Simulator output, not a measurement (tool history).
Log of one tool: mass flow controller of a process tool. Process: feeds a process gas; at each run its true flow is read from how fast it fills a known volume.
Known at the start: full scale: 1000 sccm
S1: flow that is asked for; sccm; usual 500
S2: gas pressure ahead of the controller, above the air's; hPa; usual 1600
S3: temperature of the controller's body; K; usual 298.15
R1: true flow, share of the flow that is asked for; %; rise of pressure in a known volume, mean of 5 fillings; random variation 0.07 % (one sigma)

run     day   S1    S2      S3     R1
  1   0.000  500  1600  298.15  98.76
  2   2.767  500  1600  298.15  98.62
  3   6.521  500  1600  298.15  98.66
  4   8.421  500  1600  298.15  98.75
  5  11.829  190  1600  298.15  98.27
  6  13.679  190  1600  298.15  98.28
  7  17.217  190  1600  298.15  98.39
  8  19.350  633  1600  307.15  99.21
  9  22.512  500  2600  308.15  98.62
 10  24.988  426  1880  306.15  98.69

Run 11 comes next. What will it give?
 11  27.696  383  1990  298.15   ?

R1: 98.29 %
Without the tool's hidden state the same run would have given R1 98.26 %.
